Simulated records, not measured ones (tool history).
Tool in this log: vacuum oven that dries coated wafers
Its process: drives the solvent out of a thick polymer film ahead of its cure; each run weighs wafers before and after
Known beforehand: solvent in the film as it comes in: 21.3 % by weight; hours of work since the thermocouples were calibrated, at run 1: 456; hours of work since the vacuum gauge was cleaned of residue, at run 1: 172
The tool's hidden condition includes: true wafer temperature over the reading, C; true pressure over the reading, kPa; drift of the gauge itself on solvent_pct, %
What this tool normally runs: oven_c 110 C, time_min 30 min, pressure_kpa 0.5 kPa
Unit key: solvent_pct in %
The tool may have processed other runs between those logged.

run     day  oven_c  time_min  pressure_kpa  hours of work since the thermocouples were calibrated  hours of work since the vacuum gauge was cleaned of residue  solvent_pct
  1       0     110        30           0.5                                                    456                                                          172         2.08
  2   0.654     110        30           0.5                                                    462                                                          178         2.07
  3   1.075     110        30           0.5                                                    466                                                          182         2.08
  4   1.354     110        30           0.5                                                    469                                                          185         2.12
  5   1.812      96        30           0.5                                                    473                                                          189         5.71
  6   2.404      96        30           0.5                                                    479                                                          195         5.72
  7    2.95      96        30           0.5                                                    484                                                          200         5.76
  8   3.521      96        30           0.5                                                    490                                                          206         5.77
  9   4.167     110        32           0.5                                                    496                                                          212         1.81
      4.288  -- oven's thermocouples calibrated
 10   4.658     110        32           0.5                                                      4                                                          216         1.77
 11   5.104     110        32           0.5                                                      8                                                          220         1.75
 12   5.425     100        32           0.5                                                     11                                                          223         4.04
      6.012  -- oven's thermocouples calibrated, once more
 13   6.112     109        36         0.972                                                      1                                                          229         2.01
 14     6.6     109        36         0.972                                                      6                                                          234         2.04
 15   7.179     110        46         0.748                                                     11                                                          239         1.06
 16   7.542     123        46         0.957                                                     15                                                          243         0.33
 17   8.067     124        30           0.5                                                     20                                                          248         0.52
 18   8.646      95        30          0.38                                                     25                                                          253          6.5
 19   9.029     116        16         0.409                                                     29                                                          257         4.14
 20   9.583      98        27           0.5                                                     34                                                          262         6.23
 21  10.208     123        39         0.374                                                     40                                                          268         0.29
 22  10.604     123        39         0.374                                                     44                                                          272         0.31

Alternative continuations, all from the tool just after run 22; predict every row:
  A  11.154      99        30         0.408                                                     49                                                          277            ?
  B  11.154     110        23         1.943                                                     49                                                          277            ?
  C  11.154     105        17         1.343                                                     49                                                          277            ?
  D  11.154     110        30         0.398                                                     49                                                          277            ?
  E  11.154     110        16           0.5                                                     49                                                          277            ?

run  solvent_pct
  A         5.33
  B         4.26
  C         7.25
  D         2.36
  E          5.9
Without the tool's hidden state the same runs would have given:
run  solvent_pct
  A          5.2
  B         4.15
  C         7.13
  D         2.27
  E         5.79
